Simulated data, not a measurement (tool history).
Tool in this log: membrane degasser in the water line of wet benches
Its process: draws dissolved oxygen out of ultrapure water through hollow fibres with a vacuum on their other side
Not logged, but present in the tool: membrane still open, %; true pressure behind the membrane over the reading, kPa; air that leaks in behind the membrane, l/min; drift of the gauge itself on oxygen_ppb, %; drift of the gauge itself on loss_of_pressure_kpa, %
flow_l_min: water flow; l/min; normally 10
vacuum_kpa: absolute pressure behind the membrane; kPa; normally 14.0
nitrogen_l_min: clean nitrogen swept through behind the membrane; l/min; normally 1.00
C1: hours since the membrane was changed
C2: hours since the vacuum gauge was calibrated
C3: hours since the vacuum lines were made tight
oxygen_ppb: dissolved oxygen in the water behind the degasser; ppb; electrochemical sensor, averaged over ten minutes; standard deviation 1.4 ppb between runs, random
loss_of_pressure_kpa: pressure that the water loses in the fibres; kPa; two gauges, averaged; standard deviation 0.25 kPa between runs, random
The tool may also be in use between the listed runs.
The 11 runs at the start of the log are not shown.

run 12 day=28.621 | flow_l_min=10 vacuum_kpa=18.0 nitrogen_l_min=1.00 | C1=1319 C2=3238 C3=6963 | oxygen_ppb=380.8 loss_of_pressure_kpa=64.52
run 13 day=32.129 | flow_l_min=10 vacuum_kpa=18.0 nitrogen_l_min=1.00 | C1=1403 C2=3322 C3=7047 | oxygen_ppb=377.8 loss_of_pressure_kpa=65.01
run 14 day=34.129 | flow_l_min=10 vacuum_kpa=18.0 nitrogen_l_min=1.00 | C1=1451 C2=3370 C3=7095 | oxygen_ppb=382.3 loss_of_pressure_kpa=64.71
run 15 day=36.033 | flow_l_min=10 vacuum_kpa=18.0 nitrogen_l_min=1.00 | C1=1497 C2=3416 C3=7141 | oxygen_ppb=380.6 loss_of_pressure_kpa=65.18
run 16 day=37.579 | flow_l_min=10 vacuum_kpa=18.0 nitrogen_l_min=1.00 | C1=1534 C2=3453 C3=7178 | oxygen_ppb=379.2 loss_of_pressure_kpa=64.97
run 17 day=40.983 | flow_l_min=9 vacuum_kpa=18.1 nitrogen_l_min=1.67 | C1=1616 C2=3535 C3=7260 | oxygen_ppb=226.6 loss_of_pressure_kpa=58.68
run 18 day=43.554 | flow_l_min=9 vacuum_kpa=18.1 nitrogen_l_min=1.67 | C1=1677 C2=3596 C3=7322 | oxygen_ppb=226.7 loss_of_pressure_kpa=58.65
run 19 day=45.492 | flow_l_min=9 vacuum_kpa=18.1 nitrogen_l_min=1.67 | C1=1724 C2=3643 C3=7368 | oxygen_ppb=226.0 loss_of_pressure_kpa=58.46
run 20 day=47.525 | flow_l_min=9 vacuum_kpa=32.0 nitrogen_l_min=0.84 | C1=1773 C2=3692 C3=7417 | oxygen_ppb=703.7 loss_of_pressure_kpa=58.66
run 21 day=50.192 | flow_l_min=10 vacuum_kpa=11.6 nitrogen_l_min=1.72 | C1=1837 C2=3756 C3=7481 | oxygen_ppb=161.2 loss_of_pressure_kpa=65.09
run 22 day=52.179 | flow_l_min=10 vacuum_kpa=13.4 nitrogen_l_min=1.00 | C1=1884 C2=3803 C3=7529 | oxygen_ppb=277.9 loss_of_pressure_kpa=64.68
run 23 day=53.629 | flow_l_min=10 vacuum_kpa=9.3 nitrogen_l_min=2.17 | C1=1919 C2=3838 C3=7563 | oxygen_ppb=112.5 loss_of_pressure_kpa=64.83
run 24 day=56.458 | flow_l_min=6 vacuum_kpa=9.3 nitrogen_l_min=2.17 | C1=1987 C2=3906 C3=7631 | oxygen_ppb=57.1 loss_of_pressure_kpa=38.97
-- day=59.554 seals of the vacuum lines changed
run 25 day=59.712 | flow_l_min=11 vacuum_kpa=30.7 nitrogen_l_min=2.48 | C1=2063 C2=3982 C3=4 | oxygen_ppb=337.2 loss_of_pressure_kpa=71.72
run 26 day=63.025 | flow_l_min=12 vacuum_kpa=17.3 nitrogen_l_min=0.44 | C1=2143 C2=4062 C3=83 | oxygen_ppb=813.8 loss_of_pressure_kpa=78.00
run 27 day=65.150 | flow_l_min=8 vacuum_kpa=17.4 nitrogen_l_min=2.21 | C1=2194 C2=4113 C3=134 | oxygen_ppb=152.5 loss_of_pressure_kpa=51.63
run 28 day=66.612 | flow_l_min=10 vacuum_kpa=14.0 nitrogen_l_min=1.79 | C1=2229 C2=4148 C3=169 | oxygen_ppb=186.3 loss_of_pressure_kpa=65.42
run 29 day=69.146 | flow_l_min=10 vacuum_kpa=14.7 nitrogen_l_min=1.00 | C1=2290 C2=4209 C3=230 | oxygen_ppb=307.9 loss_of_pressure_kpa=64.99
run 30 day=71.721 | flow_l_min=10 vacuum_kpa=14.7 nitrogen_l_min=1.00 | C1=2351 C2=4270 C3=292 | oxygen_ppb=309.3 loss_of_pressure_kpa=65.04

Run 31 comes next. What will it give?
run 31 day=73.538 | flow_l_min=10 vacuum_kpa=14.7 nitrogen_l_min=1.00 | C1=2395 C2=4314 C3=336 | oxygen_ppb=? loss_of_pressure_kpa=?

oxygen_ppb: 304.7 ppb
loss_of_pressure_kpa: 65.03 kPa
If the tool had no hidden condition, the same run with the same run-to-run variation would have returned oxygen_ppb 304.6 ppb, loss_of_pressure_kpa 65.03 kPa.
